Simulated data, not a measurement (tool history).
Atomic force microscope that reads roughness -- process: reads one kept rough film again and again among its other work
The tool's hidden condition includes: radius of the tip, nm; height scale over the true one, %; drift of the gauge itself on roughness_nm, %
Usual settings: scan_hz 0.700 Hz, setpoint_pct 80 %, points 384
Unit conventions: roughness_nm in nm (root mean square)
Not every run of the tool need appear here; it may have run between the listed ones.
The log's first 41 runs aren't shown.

run     day  scan_hz  setpoint_pct  points  pictures with this tip  hours of work since the height scale was calibrated  roughness_nm
 42  22.579    1.220            58     271                      76                                                  893         5.194
 43  23.262    0.723            58     415                      95                                                  905         5.275
 44  23.758    1.846            58     415                     109                                                  913         5.087
 45  24.388    0.700            72     429                     126                                                  924         5.108
 46  25.008    0.700            84     384                     144                                                  934         4.908
 47  25.433    0.978            80     384                     155                                                  942         4.843
 48  25.854    1.211            80     791                     167                                                  949         4.742
 49  26.588    1.157            66     738                     188                                                  961         5.041
 50  27.221    2.097            86     738                     205                                                  972         4.130
 51  27.912    1.236            83     384                     225                                                  984         4.633
 52  28.629    1.236            83     384                     245                                                  996         4.600

Each row is a separate what-if for the run after 52, all from the same tool condition, not one after another. Results?
  A  28.979    2.241            80     384                     254                                                 1002             ?
  B  28.979    1.236            74     260                     254                                                 1002             ?
  C  28.979    1.236            82     384                     254                                                 1002             ?

run  roughness_nm
  A         4.265
  B         4.807
  C         4.632
Without the tool's hidden state the same runs would have given:
run  roughness_nm
  A         4.356
  B         4.911
  C         4.731
